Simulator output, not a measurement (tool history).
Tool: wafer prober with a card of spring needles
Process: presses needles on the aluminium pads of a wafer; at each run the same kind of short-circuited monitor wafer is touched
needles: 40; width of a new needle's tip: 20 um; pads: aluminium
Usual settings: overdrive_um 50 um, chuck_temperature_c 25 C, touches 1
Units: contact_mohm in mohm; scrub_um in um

run 1 hour=0.0 | overdrive_um=50 chuck_temperature_c=25 touches=1 | contact_mohm=272 scrub_um=8.67
-- hour=5.4 tips cleaned on abrasive film
run 2 hour=8.3 | overdrive_um=50 chuck_temperature_c=25 touches=1 | contact_mohm=271 scrub_um=8.67
-- hour=11.8 tips cleaned on abrasive film
run 3 hour=14.5 | overdrive_um=36 chuck_temperature_c=25 touches=1 | contact_mohm=278 scrub_um=6.41
-- hour=18.1 tips cleaned on abrasive film
run 4 hour=22.1 | overdrive_um=50 chuck_temperature_c=123 touches=1 | contact_mohm=302 scrub_um=8.59
-- hour=23.8 tips cleaned on abrasive film
-- hour=29.6 tips cleaned on abrasive film
run 5 hour=29.9 | overdrive_um=50 chuck_temperature_c=26 touches=1 | contact_mohm=274 scrub_um=8.64
-- hour=35.5 tips cleaned on abrasive film
run 6 hour=40.6 | overdrive_um=50 chuck_temperature_c=26 touches=1 | contact_mohm=272 scrub_um=8.61
-- hour=41.2 tips cleaned on abrasive film
run 7 hour=45.7 | overdrive_um=50 chuck_temperature_c=25 touches=1 | contact_mohm=276 scrub_um=8.76
-- hour=46.9 tips cleaned on abrasive film
-- hour=52.6 tips cleaned on abrasive film
run 8 hour=53.8 | overdrive_um=50 chuck_temperature_c=25 touches=1 | contact_mohm=271 scrub_um=8.75
-- hour=58.7 tips cleaned on abrasive film
run 9 hour=63.6 | overdrive_um=50 chuck_temperature_c=25 touches=1 | contact_mohm=274 scrub_um=8.63
-- hour=64.3 tips cleaned on abrasive film
-- hour=70.6 tips cleaned on abrasive film
run 10 hour=73.6 | overdrive_um=50 chuck_temperature_c=25 touches=1 | contact_mohm=275 scrub_um=8.73
-- hour=76.8 tips cleaned on abrasive film
run 11 hour=79.0 | overdrive_um=50 chuck_temperature_c=25 touches=1 | contact_mohm=272 scrub_um=8.52
-- hour=82.5 tips cleaned on abrasive film
run 12 hour=83.9 | overdrive_um=50 chuck_temperature_c=25 touches=1 | contact_mohm=272 scrub_um=8.81
-- hour=88.7 tips cleaned on abrasive film
run 13 hour=91.8 | overdrive_um=50 chuck_temperature_c=25 touches=1 | contact_mohm=266 scrub_um=8.47
-- hour=95.2 tips cleaned on abrasive film
run 14 hour=100.3 | overdrive_um=50 chuck_temperature_c=25 touches=1 | contact_mohm=276 scrub_um=8.58
-- hour=100.9 tips cleaned on abrasive film
run 15 hour=105.3 | overdrive_um=50 chuck_temperature_c=66 touches=1 | contact_mohm=282 scrub_um=8.56
-- hour=107.5 tips cleaned on abrasive film
run 16 hour=112.0 | overdrive_um=31 chuck_temperature_c=25 touches=1 | contact_mohm=287 scrub_um=5.36
-- hour=113.8 tips cleaned on abrasive film
run 17 hour=118.7 | overdrive_um=31 chuck_temperature_c=25 touches=3 | contact_mohm=287 scrub_um=5.39
-- hour=120.4 tips cleaned on abrasive film
run 18 hour=124.0 | overdrive_um=31 chuck_temperature_c=25 touches=3 | contact_mohm=287 scrub_um=5.32
-- hour=126.0 tips cleaned on abrasive film
-- hour=132.0 tips cleaned on abrasive film
run 19 hour=135.3 | overdrive_um=50 chuck_temperature_c=67 touches=1 | contact_mohm=281 scrub_um=8.72
-- hour=138.0 tips cleaned on abrasive film
-- hour=144.2 tips cleaned on abrasive film
run 20 hour=144.3 | overdrive_um=59 chuck_temperature_c=123 touches=1 | contact_mohm=302 scrub_um=10.18
run 21 hour=149.4 | overdrive_um=51 chuck_temperature_c=123 touches=2 | contact_mohm=302 scrub_um=8.85
-- hour=150.5 tips cleaned on abrasive film
-- hour=156.8 tips cleaned on abrasive film
run 22 hour=159.5 | overdrive_um=51 chuck_temperature_c=123 touches=2 | contact_mohm=306 scrub_um=8.75
-- hour=162.9 tips cleaned on abrasive film
-- hour=168.7 tips cleaned on abrasive film
run 23 hour=169.6 | overdrive_um=51 chuck_temperature_c=123 touches=2 | contact_mohm=301 scrub_um=8.89
-- hour=174.4 tips cleaned on abrasive film
-- hour=180.5 tips cleaned on abrasive film
run 24 hour=180.8 | overdrive_um=51 chuck_temperature_c=59 touches=2 | contact_mohm=282 scrub_um=8.77

The next listed run, before its measurement:
-- hour=186.4 tips cleaned on abrasive film
-- hour=192.2 tips cleaned on abrasive film
run 25 hour=192.2 | overdrive_um=51 chuck_temperature_c=59 touches=2 | contact_mohm=? scrub_um=?

Run 25 gave contact_mohm 283 mohm, scrub_um 8.58 um.
Without the tool's hidden state the same run would have given contact_mohm 283 mohm, scrub_um 8.58 um.
